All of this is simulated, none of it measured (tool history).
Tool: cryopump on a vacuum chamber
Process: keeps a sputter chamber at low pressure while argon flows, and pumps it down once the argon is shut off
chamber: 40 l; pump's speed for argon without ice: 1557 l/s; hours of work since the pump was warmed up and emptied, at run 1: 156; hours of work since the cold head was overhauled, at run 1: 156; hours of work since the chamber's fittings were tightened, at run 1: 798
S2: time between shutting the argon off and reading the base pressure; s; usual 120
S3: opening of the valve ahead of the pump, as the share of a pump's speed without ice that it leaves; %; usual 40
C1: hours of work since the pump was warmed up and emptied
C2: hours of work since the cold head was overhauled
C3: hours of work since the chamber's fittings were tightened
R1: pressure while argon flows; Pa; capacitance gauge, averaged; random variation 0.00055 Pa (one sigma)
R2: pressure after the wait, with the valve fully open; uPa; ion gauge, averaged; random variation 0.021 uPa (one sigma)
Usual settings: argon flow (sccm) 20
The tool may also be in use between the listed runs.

{"run": 1, "hour": 0.0, "argon flow (sccm)": 20, "S2": 120, "S3": 40, "C1": 156, "C2": 156, "C3": 798, "R1": 0.0562, "R2": 0.85}
{"run": 2, "hour": 49.4, "argon flow (sccm)": 20, "S2": 120, "S3": 40, "C1": 200, "C2": 200, "C3": 842, "R1": 0.0557, "R2": 0.83}
{"run": 3, "hour": 95.1, "argon flow (sccm)": 20, "S2": 120, "S3": 40, "C1": 241, "C2": 241, "C3": 883, "R1": 0.0561, "R2": 0.92}
{"run": 4, "hour": 150.4, "argon flow (sccm)": 20, "S2": 120, "S3": 40, "C1": 290, "C2": 290, "C3": 932, "R1": 0.0553, "R2": 0.93}
{"run": 5, "hour": 199.5, "argon flow (sccm)": 20, "S2": 120, "S3": 40, "C1": 334, "C2": 334, "C3": 976, "R1": 0.0562, "R2": 1.02}
{"run": 6, "hour": 255.8, "argon flow (sccm)": 20, "S2": 120, "S3": 40, "C1": 384, "C2": 384, "C3": 1026, "R1": 0.0576, "R2": 0.98}
{"run": 7, "hour": 299.1, "argon flow (sccm)": 20, "S2": 120, "S3": 40, "C1": 422, "C2": 422, "C3": 1065, "R1": 0.0572, "R2": 1.05}
{"run": 8, "hour": 356.6, "argon flow (sccm)": 20, "S2": 120, "S3": 40, "C1": 473, "C2": 473, "C3": 1116, "R1": 0.0581, "R2": 1.06}
{"run": 9, "hour": 413.6, "argon flow (sccm)": 20, "S2": 120, "S3": 22, "C1": 524, "C2": 524, "C3": 1167, "R1": 0.1028, "R2": 1.13}
{"run": 10, "hour": 456.0, "argon flow (sccm)": 20, "S2": 120, "S3": 40, "C1": 562, "C2": 562, "C3": 1204, "R1": 0.0577, "R2": 1.14}
{"run": 11, "hour": 500.3, "argon flow (sccm)": 20, "S2": 120, "S3": 40, "C1": 601, "C2": 601, "C3": 1244, "R1": 0.0595, "R2": 1.19}
{"run": 12, "hour": 543.5, "argon flow (sccm)": 20, "S2": 120, "S3": 40, "C1": 640, "C2": 640, "C3": 1282, "R1": 0.0592, "R2": 1.19}
{"run": 13, "hour": 570.6, "argon flow (sccm)": 20, "S2": 120, "S3": 17, "C1": 664, "C2": 664, "C3": 1306, "R1": 0.1338, "R2": 1.21}
{"run": 14, "hour": 600.6, "argon flow (sccm)": 20, "S2": 120, "S3": 40, "C1": 691, "C2": 691, "C3": 1333, "R1": 0.0595, "R2": 1.24}
{"run": 15, "hour": 635.5, "argon flow (sccm)": 20, "S2": 120, "S3": 40, "C1": 722, "C2": 722, "C3": 1364, "R1": 0.0608, "R2": 1.28}
{"run": 16, "hour": 689.0, "argon flow (sccm)": 20, "S2": 120, "S3": 40, "C1": 769, "C2": 769, "C3": 1412, "R1": 0.0614, "R2": 1.33}
{"run": 17, "hour": 746.7, "argon flow (sccm)": 20, "S2": 120, "S3": 40, "C1": 821, "C2": 821, "C3": 1463, "R1": 0.062, "R2": 1.4}
{"run": 18, "hour": 771.6, "argon flow (sccm)": 10, "S2": 46, "S3": 31, "C1": 843, "C2": 843, "C3": 1485, "R1": 0.0384, "R2": 1.9}
{"run": 19, "hour": 822.1, "argon flow (sccm)": 20, "S2": 87, "S3": 40, "C1": 888, "C2": 888, "C3": 1530, "R1": 0.0632, "R2": 1.54}
{"run": 20, "hour": 857.1, "argon flow (sccm)": 19, "S2": 22, "S3": 29, "C1": 919, "C2": 919, "C3": 1562, "R1": 0.0796, "R2": 2.64}
{"run": 21, "hour": 917.4, "argon flow (sccm)": 10, "S2": 215, "S3": 40, "C1": 973, "C2": 973, "C3": 1615, "R1": 0.0322, "R2": 1.43}
{"run": 22, "hour": 970.4, "argon flow (sccm)": 22, "S2": 26, "S3": 52, "C1": 1020, "C2": 1020, "C3": 1662, "R1": 0.0565, "R2": 2.59}
{"run": 23, "hour": 1021.3, "argon flow (sccm)": 22, "S2": 167, "S3": 44, "C1": 1065, "C2": 1065, "C3": 1708, "R1": 0.0664, "R2": 1.55}
{"run": 24, "hour": 1070.4, "argon flow (sccm)": 33, "S2": 297, "S3": 40, "C1": 1109, "C2": 1109, "C3": 1752, "R1": 0.1073, "R2": 1.54}
{"run": 25, "hour": 1113.9, "argon flow (sccm)": 33, "S2": 297, "S3": 40, "C1": 1148, "C2": 1148, "C3": 1790, "R1": 0.1082, "R2": 1.62}
{"hour": 1131.3, "done": "pump warmed up, emptied and cooled again"}
{"run": 26, "hour": 1155.8, "argon flow (sccm)": 17, "S2": 120, "S3": 40, "C1": 22, "C2": 1181, "C3": 1823, "R1": 0.0468, "R2": 1.29}
{"run": 27, "hour": 1211.7, "argon flow (sccm)": 20, "S2": 120, "S3": 17, "C1": 72, "C2": 1230, "C3": 1873, "R1": 0.1287, "R2": 1.29}
{"run": 28, "hour": 1260.6, "argon flow (sccm)": 20, "S2": 120, "S3": 17, "C1": 115, "C2": 1274, "C3": 1916, "R1": 0.1291, "R2": 1.37}
{"run": 29, "hour": 1306.8, "argon flow (sccm)": 20, "S2": 48, "S3": 19, "C1": 156, "C2": 1315, "C3": 1958, "R1": 0.1159, "R2": 1.8}
{"run": 30, "hour": 1346.4, "argon flow (sccm)": 11, "S2": 178, "S3": 19, "C1": 192, "C2": 1350, "C3": 1993, "R1": 0.0631, "R2": 1.37}
{"run": 31, "hour": 1398.6, "argon flow (sccm)": 11, "S2": 41, "S3": 19, "C1": 238, "C2": 1397, "C3": 2039, "R1": 0.0639, "R2": 1.92}
{"run": 32, "hour": 1448.1, "argon flow (sccm)": 20, "S2": 139, "S3": 34, "C1": 282, "C2": 1441, "C3": 2083, "R1": 0.066, "R2": 1.45}
{"run": 33, "hour": 1506.6, "argon flow (sccm)": 24, "S2": 139, "S3": 34, "C1": 334, "C2": 1493, "C3": 2135, "R1": 0.0794, "R2": 1.49}
{"run": 34, "hour": 1545.4, "argon flow (sccm)": 20, "S2": 49, "S3": 40, "C1": 369, "C2": 1528, "C3": 2170, "R1": 0.0576, "R2": 1.95}

3 ways to go on from here, each from the tool as it stands after run 34. What would each give?
{"run": "A", "hour": 1595.0, "argon flow (sccm)": 22, "S2": 88, "S3": 17, "C1": 413, "C2": 1572, "C3": 2214, "R1": "?", "R2": "?"}
{"run": "B", "hour": 1595.0, "argon flow (sccm)": 20, "S2": 30, "S3": 40, "C1": 413, "C2": 1572, "C3": 2214, "R1": "?", "R2": "?"}
{"run": "C", "hour": 1595.0, "argon flow (sccm)": 11, "S2": 120, "S3": 40, "C1": 413, "C2": 1572, "C3": 2214, "R1": "?", "R2": "?"}

run=A R1=0.1441 R2=1.74
run=B R1=0.0571 R2=2.42
run=C R1=0.0317 R2=1.61
Without the tool's hidden state the same runs would have given:
run=A R1=0.1403 R2=0.60
run=B R1=0.0537 R2=1.31
run=C R1=0.0298 R2=0.48
